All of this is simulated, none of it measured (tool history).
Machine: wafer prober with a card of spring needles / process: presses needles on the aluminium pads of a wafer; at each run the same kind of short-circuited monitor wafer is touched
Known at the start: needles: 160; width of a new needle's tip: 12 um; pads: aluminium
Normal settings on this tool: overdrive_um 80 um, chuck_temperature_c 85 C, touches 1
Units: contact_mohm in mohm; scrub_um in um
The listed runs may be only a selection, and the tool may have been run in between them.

run	hour	overdrive_um	chuck_temperature_c	touches	contact_mohm	scrub_um
1	0.0	80	85	1	168	17.67
# hour 20.8: tips cleaned on abrasive film
# hour 41.0: tips cleaned on abrasive film
2	57.7	80	85	1	170	17.73
# hour 61.1: tips cleaned on abrasive film
# hour 80.6: tips cleaned on abrasive film
3	97.3	80	85	1	170	17.76
# hour 101.2: tips cleaned on abrasive film
# hour 121.0: tips cleaned on abrasive film
# hour 141.3: tips cleaned on abrasive film
4	150.4	80	85	1	168	17.82
# hour 164.3: tips cleaned on abrasive film
# hour 183.7: tips cleaned on abrasive film
# hour 203.8: tips cleaned on abrasive film
5	212.5	80	30	1	156	17.75
# hour 223.8: tips cleaned on abrasive film
# hour 242.5: tips cleaned on abrasive film
# hour 263.4: tips cleaned on abrasive film
# hour 275.1: height of the first contact set anew
6	275.1	80	85	2	168	17.73
# hour 283.4: tips cleaned on abrasive film
# hour 305.1: tips cleaned on abrasive film
7	319.3	80	85	3	170	17.70
# hour 327.7: tips cleaned on abrasive film
# hour 346.7: tips cleaned on abrasive film
# hour 367.4: tips cleaned on abrasive film
8	379.1	80	85	1	168	17.71
# hour 386.0: tips cleaned on abrasive film
# hour 405.5: tips cleaned on abrasive film
9	417.8	80	85	1	169	17.75
# hour 424.6: tips cleaned on abrasive film
# hour 446.2: tips cleaned on abrasive film
# hour 465.7: tips cleaned on abrasive film
10	465.7	80	85	3	169	17.75
# hour 486.8: tips cleaned on abrasive film
# hour 507.1: tips cleaned on abrasive film
# hour 527.0: tips cleaned on abrasive film
11	531.5	80	85	1	170	17.68
# hour 547.5: tips cleaned on abrasive film
# hour 569.5: tips cleaned on abrasive film
12	580.9	80	85	1	170	17.70
# hour 589.9: tips cleaned on abrasive film
# hour 608.7: tips cleaned on abrasive film
# hour 629.7: tips cleaned on abrasive film
13	633.1	80	87	1	164	17.65
# hour 650.3: tips cleaned on abrasive film
# hour 671.8: tips cleaned on abrasive film
# hour 693.0: tips cleaned on abrasive film
14	699.0	80	74	1	165	17.69
# hour 711.8: tips cleaned on abrasive film
# hour 731.8: tips cleaned on abrasive film
15	736.5	80	74	1	169	17.68
# hour 750.5: tips cleaned on abrasive film
# hour 771.9: tips cleaned on abrasive film
# hour 790.7: tips cleaned on abrasive film
16	795.0	80	74	1	164	17.75
# hour 812.0: tips cleaned on abrasive film
# hour 833.5: tips cleaned on abrasive film
17	842.1	87	89	2	172	19.27
# hour 854.5: tips cleaned on abrasive film
# hour 875.6: tips cleaned on abrasive film
# hour 897.4: tips cleaned on abrasive film
18	903.8	67	49	2	165	14.89
# hour 916.5: tips cleaned on abrasive film
# hour 938.0: tips cleaned on abrasive film
# hour 958.2: tips cleaned on abrasive film
19	967.4	64	57	1	167	14.13
# hour 981.3: tips cleaned on abrasive film
# hour 989.5: height of the first contact set anew
# hour 1002.0: tips cleaned on abrasive film
20	1013.8	92	57	1	163	20.38
# hour 1022.0: tips cleaned on abrasive film
# hour 1042.0: tips cleaned on abrasive film
21	1051.9	67	87	1	167	14.78
# hour 1065.0: tips cleaned on abrasive film
# hour 1085.9: tips cleaned on abrasive film
22	1102.4	99	99	2	172	21.98
# hour 1105.8: tips cleaned on abrasive film
# hour 1126.8: tips cleaned on abrasive film
23	1143.9	99	42	2	162	21.98
# hour 1148.6: tips cleaned on abrasive film
# hour 1171.0: tips cleaned on abrasive film
# hour 1192.0: tips cleaned on abrasive film
24	1192.0	85	90	1	172	18.65
# hour 1213.4: tips cleaned on abrasive film
# hour 1235.9: tips cleaned on abrasive film
25	1238.2	61	56	1	166	13.53
# hour 1255.7: tips cleaned on abrasive film
# hour 1277.5: tips cleaned on abrasive film
# hour 1296.3: tips cleaned on abrasive film
26	1301.0	70	122	1	177	15.50
# hour 1317.7: tips cleaned on abrasive film
# hour 1337.6: tips cleaned on abrasive film
# hour 1356.4: tips cleaned on abrasive film
27	1356.4	88	81	2	165	19.43
# hour 1377.9: tips cleaned on abrasive film
# hour 1400.6: tips cleaned on abrasive film
28	1412.6	88	81	2	168	19.46

Each row is a separate what-if for the run after 28, all from the same tool condition, not one after another. Results?
# hour 1420.2: tips cleaned on abrasive film
# hour 1441.6: tips cleaned on abrasive film
A	1452.7	60	49	3	?	?
# hour 1420.2: tips cleaned on abrasive film
# hour 1441.6: tips cleaned on abrasive film
B	1452.7	80	29	1	?	?
# hour 1420.2: tips cleaned on abrasive film
# hour 1441.6: tips cleaned on abrasive film
C	1452.7	88	82	1	?	?

run	contact_mohm	scrub_um
A	165	13.27
B	158	17.70
C	171	19.46
Without the tool's hidden state the same runs would have given:
run	contact_mohm	scrub_um
A	165	13.28
B	158	17.70
C	170	19.46

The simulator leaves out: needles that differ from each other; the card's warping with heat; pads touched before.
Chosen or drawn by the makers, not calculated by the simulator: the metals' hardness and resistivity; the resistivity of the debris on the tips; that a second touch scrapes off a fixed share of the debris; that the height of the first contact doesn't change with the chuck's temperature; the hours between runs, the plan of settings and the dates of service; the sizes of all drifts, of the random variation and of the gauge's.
